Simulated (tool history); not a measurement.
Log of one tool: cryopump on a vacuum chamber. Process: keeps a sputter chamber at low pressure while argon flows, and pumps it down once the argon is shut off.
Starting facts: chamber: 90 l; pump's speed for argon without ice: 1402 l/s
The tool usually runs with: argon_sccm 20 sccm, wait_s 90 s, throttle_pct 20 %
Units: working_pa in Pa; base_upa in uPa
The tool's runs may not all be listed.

| run | hour | argon_sccm | wait_s | throttle_pct | working_pa | base_upa |
|---|---|---|---|---|---|---|
| 1 | 0.0 | 20 | 90 | 20 | 0.1220 | 1.74 |
| 2 | 8.9 | 20 | 90 | 20 | 0.1220 | 1.67 |
| 3 | 22.7 | 20 | 90 | 50 | 0.0484 | 1.78 |
| 4 | 33.2 | 20 | 90 | 50 | 0.0490 | 1.75 |
| 5 | 41.6 | 20 | 90 | 20 | 0.1220 | 1.80 |
| 6 | 53.9 | 20 | 90 | 20 | 0.1213 | 1.71 |
| 7 | 70.1 | 20 | 90 | 20 | 0.1221 | 1.77 |
| 8 | 80.2 | 34 | 90 | 20 | 0.2071 | 1.78 |
| 9 | 88.4 | 34 | 93 | 20 | 0.2067 | 1.78 |
| 10 | 96.5 | 20 | 277 | 20 | 0.1229 | 1.31 |
| 11 | 112.9 | 28 | 277 | 20 | 0.1709 | 1.25 |
| 12 | 122.7 | 28 | 277 | 20 | 0.1715 | 1.35 |
| 13 | 134.9 | 8 | 58 | 16 | 0.0611 | 2.28 |
| 14 | 144.7 | 31 | 172 | 16 | 0.2362 | 1.46 |
| 15 | 159.7 | 20 | 90 | 32 | 0.0764 | 1.90 |
| 16 | 170.2 | 21 | 94 | 17 | 0.1512 | 1.77 |
| 17 | 182.8 | 21 | 94 | 17 | 0.1512 | 1.88 |
| 18 | 198.3 | 21 | 94 | 17 | 0.1500 | 1.90 |
| 19 | 215.6 | 20 | 31 | 20 | 0.1220 | 3.21 |
| 20 | 230.6 | 25 | 30 | 18 | 0.1705 | 3.45 |
| 21 | 247.2 | 16 | 30 | 18 | 0.1089 | 3.37 |
| 22 | 262.6 | 20 | 25 | 22 | 0.1116 | 3.80 |

Forecast run 23:
| 23 | 276.2 | 20 | 25 | 22 | ? | ? |

working_pa: 0.1110 Pa
base_upa: 3.84 uPa
With no hidden state in the tool, this same run would have given working_pa 0.1090 Pa, base_upa 2.87 uPa.
